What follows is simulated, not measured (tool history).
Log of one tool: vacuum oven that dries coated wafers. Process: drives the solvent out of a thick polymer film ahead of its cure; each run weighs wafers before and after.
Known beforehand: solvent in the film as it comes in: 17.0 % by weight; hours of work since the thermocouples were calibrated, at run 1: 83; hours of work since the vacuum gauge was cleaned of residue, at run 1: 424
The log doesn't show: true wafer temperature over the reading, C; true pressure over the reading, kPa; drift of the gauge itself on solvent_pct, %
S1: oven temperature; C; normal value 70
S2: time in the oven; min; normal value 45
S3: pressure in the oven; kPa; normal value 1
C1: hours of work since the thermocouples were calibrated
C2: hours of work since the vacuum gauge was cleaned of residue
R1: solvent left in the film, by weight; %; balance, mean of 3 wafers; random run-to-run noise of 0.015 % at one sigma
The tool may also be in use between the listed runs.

run,hour,S1,S2,S3,C1,C2,R1
1,0,70,45,1,83,424,1.86
2,17.6,70,45,1,91,432,1.85
3,52.2,70,45,1,107,449,1.86
4,79.2,70,56,1,120,461,1.43
5,96.2,70,24,1,127,469,4.16
6,128,70,24,1,142,484,4.14
7,156.1,70,24,1,155,497,4.15
8,188,70,24,1,170,512,4.16
9,223.7,70,24,1,187,529,4.12
10,253.4,70,24,1,201,542,4.11
11,288.4,70,24,1,217,559,4.1
12,323.5,70,24,2.28,234,575,4.95
13,351.7,58,60,2.7,247,588,5.52
14,382.8,70,72,3.22,261,603,2.84
15,407.1,82,72,2.69,273,614,1.4
16,436.6,74,45,1.43,286,628,1.6
17,462.5,74,45,1.43,298,640,1.57
18,495.6,79,77,1.55,314,655,0.94
19,528.5,79,77,1.55,329,671,0.94
20,545.6,70,22,2.69,337,679,5.54
21,578.3,63,41,1,352,694,3.57
22,605.3,63,41,1,365,707,3.57
23,640.6,81,45,2.75,381,723,1.63
24,674.4,81,45,2.75,397,739,1.6

Branching from run 24: 3 alternative next runs. What would each branch give?
A,706,81,64,1.83,412,754,?
B,706,70,45,2.58,412,754,?
C,706,70,45,1,412,754,?

run,R1
A,1.05
B,2.99
C,1.84
The same runs, with their run-to-run variation unchanged, on a tool lacking any hidden condition would have given:
run,R1
A,1.02
B,3.08
C,1.89
